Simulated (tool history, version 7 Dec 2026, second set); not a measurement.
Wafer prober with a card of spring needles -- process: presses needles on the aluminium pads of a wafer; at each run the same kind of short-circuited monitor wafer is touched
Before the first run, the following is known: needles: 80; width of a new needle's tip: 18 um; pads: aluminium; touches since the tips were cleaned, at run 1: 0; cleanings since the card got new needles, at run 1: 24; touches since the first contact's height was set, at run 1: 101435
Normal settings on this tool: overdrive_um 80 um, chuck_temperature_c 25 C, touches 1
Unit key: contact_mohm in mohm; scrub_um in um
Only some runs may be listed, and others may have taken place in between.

| run | hour | overdrive_um | chuck_temperature_c | touches | touches since the tips were cleaned | cleanings since the card got new needles | touches since the first contact's height was set | contact_mohm | scrub_um |
|---|---|---|---|---|---|---|---|---|---|
| 1 | 0 | 80 | 25 | 1 | 0 | 24 | 101435 | 186 | 20.99 |
|  | 6.8 | tips cleaned on abrasive film |
| 2 | 8.3 | 80 | 25 | 1 | 799 | 25 | 105925 | 270 | 20.81 |
|  | 13.7 | tips cleaned on abrasive film |
| 3 | 19.3 | 67 | 25 | 1 | 3060 | 26 | 111940 | 286 | 17.34 |
|  | 20.5 | tips cleaned on abrasive film |
|  | 24.7 | tips cleaned on abrasive film, once more |
| 4 | 25.9 | 80 | 109 | 1 | 660 | 28 | 115476 | 224 | 20.78 |
|  | 32.1 | tips cleaned on abrasive film |
| 5 | 33.6 | 80 | 41 | 1 | 812 | 29 | 119626 | 217 | 20.86 |
|  | 39.2 | tips cleaned on abrasive film |
| 6 | 41.9 | 80 | 41 | 1 | 1482 | 30 | 124137 | 235 | 20.88 |
|  | 46.4 | tips cleaned on abrasive film |
| 7 | 49.3 | 80 | 41 | 1 | 1562 | 31 | 128152 | 235 | 20.78 |
|  | 53.3 | tips cleaned on abrasive film |
|  | 60.1 | tips cleaned on abrasive film |
| 8 | 60.9 | 80 | 41 | 1 | 432 | 33 | 134436 | 211 | 20.8 |
| 9 | 66.3 | 80 | 25 | 1 | 3392 | 33 | 137396 | 261 | 20.71 |
|  | 67.1 | tips cleaned on abrasive film |
|  | 74 | tips cleaned on abrasive film |
| 10 | 75.4 | 80 | 25 | 1 | 777 | 35 | 142303 | 212 | 20.7 |
|  | 80.9 | tips cleaned on abrasive film |
| 11 | 86.6 | 80 | 95 | 1 | 3152 | 36 | 148416 | 267 | 20.73 |
|  | 87.6 | tips cleaned on abrasive film |
|  | 94.2 | tips cleaned on abrasive film |
| 12 | 96.6 | 80 | 95 | 1 | 1322 | 38 | 153788 | 237 | 20.63 |
|  | 101.4 | tips cleaned on abrasive film |
| 13 | 105.1 | 80 | 95 | 1 | 2009 | 39 | 158419 | 254 | 20.77 |
|  | 108.6 | tips cleaned on abrasive film |
|  | 115.5 | tips cleaned on abrasive film |
| 14 | 116 | 89 | 52 | 3 | 272 | 41 | 164288 | 191 | 23.07 |
|  | 122.6 | tips cleaned on abrasive film |
| 15 | 127.6 | 75 | 52 | 3 | 2798 | 42 | 170654 | 214 | 19.26 |
|  | 129.4 | tips cleaned on abrasive film |
|  | 136.1 | tips cleaned on abrasive film |
| 16 | 136.6 | 67 | 107 | 1 | 267 | 44 | 175456 | 213 | 17.09 |
|  | 142.8 | tips cleaned on abrasive film |
| 17 | 147.9 | 72 | 42 | 2 | 2789 | 45 | 181607 | 238 | 18.43 |
|  | 149.6 | tips cleaned on abrasive film |
|  | 156.2 | tips cleaned on abrasive film |
| 18 | 159.8 | 72 | 47 | 2 | 1936 | 47 | 188045 | 228 | 18.43 |
|  | 163.2 | tips cleaned on abrasive film |
| 19 | 168.4 | 72 | 47 | 2 | 2863 | 48 | 192753 | 238 | 18.44 |
|  | 170 | tips cleaned on abrasive film |
|  | 177.7 | tips cleaned on abrasive film |
| 20 | 178.4 | 72 | 47 | 2 | 438 | 50 | 198158 | 201 | 18.41 |

5 options for the next run, each taken on its own from the tool as it stands now. Forecast them:
| A | 183.8 | 80 | 46 | 1 | 3380 | 50 | 201100 | ? | ? |
| B | 183.8 | 80 | 115 | 1 | 3380 | 50 | 201100 | ? | ? |
| C | 183.8 | 66 | 78 | 2 | 3380 | 50 | 201100 | ? | ? |
| D | 183.8 | 72 | 46 | 1 | 3380 | 50 | 201100 | ? | ? |
| E | 183.8 | 68 | 32 | 2 | 3380 | 50 | 201100 | ? | ? |

| run | contact_mohm | scrub_um |
|---|---|---|
| A | 257 | 20.49 |
| B | 266 | 20.51 |
| C | 254 | 16.78 |
| D | 282 | 18.4 |
| E | 245 | 17.25 |
What these runs would have given with no unlogged condition in the tool:
| run | contact_mohm | scrub_um |
|---|---|---|
| A | 180 | 21.31 |
| B | 196 | 21.34 |
| C | 190 | 17.61 |
| D | 187 | 19.22 |
| E | 180 | 18.07 |

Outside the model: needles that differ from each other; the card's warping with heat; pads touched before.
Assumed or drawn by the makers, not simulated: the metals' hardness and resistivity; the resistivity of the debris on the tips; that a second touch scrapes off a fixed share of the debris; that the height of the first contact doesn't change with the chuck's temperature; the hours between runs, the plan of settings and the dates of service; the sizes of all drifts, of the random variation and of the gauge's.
